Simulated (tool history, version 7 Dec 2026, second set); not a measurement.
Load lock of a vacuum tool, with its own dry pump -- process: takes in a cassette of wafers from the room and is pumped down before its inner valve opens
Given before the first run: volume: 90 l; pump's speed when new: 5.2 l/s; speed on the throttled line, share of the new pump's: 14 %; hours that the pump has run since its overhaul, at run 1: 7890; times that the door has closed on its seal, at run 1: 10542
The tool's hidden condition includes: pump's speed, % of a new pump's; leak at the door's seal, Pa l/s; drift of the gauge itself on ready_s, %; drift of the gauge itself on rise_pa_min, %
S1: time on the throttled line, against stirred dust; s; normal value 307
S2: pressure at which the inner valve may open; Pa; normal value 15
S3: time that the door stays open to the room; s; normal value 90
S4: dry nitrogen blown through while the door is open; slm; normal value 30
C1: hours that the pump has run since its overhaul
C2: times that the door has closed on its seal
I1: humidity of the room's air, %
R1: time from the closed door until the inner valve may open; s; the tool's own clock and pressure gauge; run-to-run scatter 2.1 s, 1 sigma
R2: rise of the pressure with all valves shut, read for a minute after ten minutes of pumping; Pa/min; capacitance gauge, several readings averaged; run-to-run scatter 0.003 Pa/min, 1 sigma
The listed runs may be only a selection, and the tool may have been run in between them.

{"run": 1, "hour": 0.0, "S1": 307, "S2": 15, "S3": 90, "S4": 30, "C1": 7890, "C2": 10542, "I1": 46.2, "R1": 430.7, "R2": 0.079}
{"run": 2, "hour": 82.7, "S1": 264, "S2": 15, "S3": 90, "S4": 30, "C1": 7973, "C2": 10723, "I1": 45.0, "R1": 391.5, "R2": 0.089}
{"run": 3, "hour": 170.5, "S1": 264, "S2": 15, "S3": 90, "S4": 30, "C1": 8060, "C2": 10915, "I1": 46.1, "R1": 394.4, "R2": 0.085}
{"run": 4, "hour": 263.3, "S1": 264, "S2": 15, "S3": 90, "S4": 30, "C1": 8153, "C2": 11119, "I1": 43.1, "R1": 397.7, "R2": 0.089}
{"run": 5, "hour": 344.7, "S1": 264, "S2": 15, "S3": 90, "S4": 30, "C1": 8235, "C2": 11297, "I1": 45.2, "R1": 391.7, "R2": 0.089}
{"run": 6, "hour": 435.6, "S1": 264, "S2": 15, "S3": 92, "S4": 30, "C1": 8326, "C2": 11496, "I1": 47.6, "R1": 397.2, "R2": 0.096}
{"run": 7, "hour": 544.7, "S1": 264, "S2": 15, "S3": 92, "S4": 30, "C1": 8435, "C2": 11736, "I1": 43.5, "R1": 393.8, "R2": 0.095}
{"run": 8, "hour": 624.0, "S1": 264, "S2": 15, "S3": 92, "S4": 30, "C1": 8514, "C2": 11909, "I1": 45.3, "R1": 394.3, "R2": 0.098}
{"run": 9, "hour": 721.8, "S1": 307, "S2": 15, "S3": 90, "S4": 30, "C1": 8612, "C2": 12124, "I1": 48.3, "R1": 425.3, "R2": 0.098}
{"run": 10, "hour": 838.0, "S1": 307, "S2": 15, "S3": 90, "S4": 30, "C1": 8728, "C2": 12379, "I1": 43.7, "R1": 429.9, "R2": 0.096}
{"run": 11, "hour": 926.3, "S1": 307, "S2": 15, "S3": 90, "S4": 30, "C1": 8816, "C2": 12572, "I1": 44.6, "R1": 429.7, "R2": 0.101}
{"run": 12, "hour": 985.4, "S1": 307, "S2": 15, "S3": 90, "S4": 30, "C1": 8875, "C2": 12702, "I1": 46.9, "R1": 428.4, "R2": 0.106}
{"run": 13, "hour": 1055.9, "S1": 278, "S2": 15, "S3": 90, "S4": 30, "C1": 8946, "C2": 12856, "I1": 42.3, "R1": 407.9, "R2": 0.103}
{"run": 14, "hour": 1147.9, "S1": 307, "S2": 15, "S3": 90, "S4": 5, "C1": 9038, "C2": 13058, "I1": 47.4, "R1": 431.8, "R2": 0.118}
{"run": 15, "hour": 1257.5, "S1": 307, "S2": 15, "S3": 90, "S4": 5, "C1": 9147, "C2": 13298, "I1": 45.1, "R1": 433.2, "R2": 0.117}
{"run": 16, "hour": 1325.5, "S1": 307, "S2": 15, "S3": 90, "S4": 5, "C1": 9215, "C2": 13447, "I1": 45.4, "R1": 426.2, "R2": 0.123}
{"run": 17, "hour": 1446.9, "S1": 307, "S2": 12, "S3": 47, "S4": 30, "C1": 9337, "C2": 13713, "I1": 46.3, "R1": 436.9, "R2": 0.107}
{"run": 18, "hour": 1538.1, "S1": 307, "S2": 30, "S3": 182, "S4": 30, "C1": 9428, "C2": 13913, "I1": 45.4, "R1": 416.5, "R2": 0.122}
{"run": 19, "hour": 1587.8, "S1": 439, "S2": 10, "S3": 45, "S4": 30, "C1": 9478, "C2": 14022, "I1": 46.2, "R1": 548.9, "R2": 0.117}
{"run": 20, "hour": 1694.5, "S1": 439, "S2": 10, "S3": 45, "S4": 30, "C1": 9584, "C2": 14256, "I1": 44.8, "R1": 552.5, "R2": 0.119}
{"run": 21, "hour": 1803.4, "S1": 309, "S2": 16, "S3": 78, "S4": 40, "C1": 9693, "C2": 14495, "I1": 47.1, "R1": 432.8, "R2": 0.12}
{"run": 22, "hour": 1884.0, "S1": 309, "S2": 16, "S3": 78, "S4": 40, "C1": 9774, "C2": 14671, "I1": 46.3, "R1": 430.9, "R2": 0.126}
{"run": 23, "hour": 1992.2, "S1": 309, "S2": 21, "S3": 128, "S4": 40, "C1": 9882, "C2": 14909, "I1": 45.6, "R1": 427.2, "R2": 0.126}
{"run": 24, "hour": 2062.6, "S1": 309, "S2": 21, "S3": 128, "S4": 40, "C1": 9953, "C2": 15063, "I1": 47.2, "R1": 427.9, "R2": 0.136}
{"run": 25, "hour": 2114.9, "S1": 309, "S2": 21, "S3": 57, "S4": 13, "C1": 10005, "C2": 15178, "I1": 44.3, "R1": 426.7, "R2": 0.13}
{"run": 26, "hour": 2222.5, "S1": 309, "S2": 21, "S3": 57, "S4": 13, "C1": 10112, "C2": 15413, "I1": 44.2, "R1": 427.5, "R2": 0.129}
{"run": 27, "hour": 2288.0, "S1": 478, "S2": 21, "S3": 57, "S4": 14, "C1": 10178, "C2": 15557, "I1": 46.3, "R1": 573.9, "R2": 0.136}
{"run": 28, "hour": 2391.4, "S1": 527, "S2": 15, "S3": 57, "S4": 33, "C1": 10281, "C2": 15784, "I1": 47.0, "R1": 618.4, "R2": 0.126}
{"run": 29, "hour": 2457.5, "S1": 483, "S2": 26, "S3": 90, "S4": 30, "C1": 10347, "C2": 15929, "I1": 47.3, "R1": 572.7, "R2": 0.139}
{"run": 30, "hour": 2531.8, "S1": 340, "S2": 15, "S3": 90, "S4": 16, "C1": 10422, "C2": 16092, "I1": 44.9, "R1": 459.9, "R2": 0.144}
{"run": 31, "hour": 2643.3, "S1": 340, "S2": 15, "S3": 90, "S4": 16, "C1": 10533, "C2": 16336, "I1": 44.8, "R1": 459.7, "R2": 0.145}

For some of the steps in R1 from one run to the next: how much would appear even if the tool had no hidden state, given the settings, what came in and random variation, and how much remains for the hidden state plus any gauge scatter that the measured result and the result without hidden state don't share?
Run 17 -> 18: S2 12 -> 30, S3 47 -> 182. R1 -20.4 s: hidden state -2.2, all else -18.2.
Run 18 -> 19: S1 307 -> 439, S2 30 -> 10, S3 182 -> 45. R1 +132.4 s: hidden state +0.2, all else +132.2.
Run 20 -> 21: S1 439 -> 309, S2 10 -> 16, S3 45 -> 78, S4 30 -> 40. R1 -119.7 s: hidden state +1.3, all else -121.0.
Run 26 -> 27: S1 309 -> 478, S4 13 -> 14. R1 +146.4 s: hidden state -2.9, all else +149.3.
Run 29 -> 30: S1 483 -> 340, S2 26 -> 15, S4 30 -> 16. R1 -112.8 s: hidden state +3.9, all else -116.7.

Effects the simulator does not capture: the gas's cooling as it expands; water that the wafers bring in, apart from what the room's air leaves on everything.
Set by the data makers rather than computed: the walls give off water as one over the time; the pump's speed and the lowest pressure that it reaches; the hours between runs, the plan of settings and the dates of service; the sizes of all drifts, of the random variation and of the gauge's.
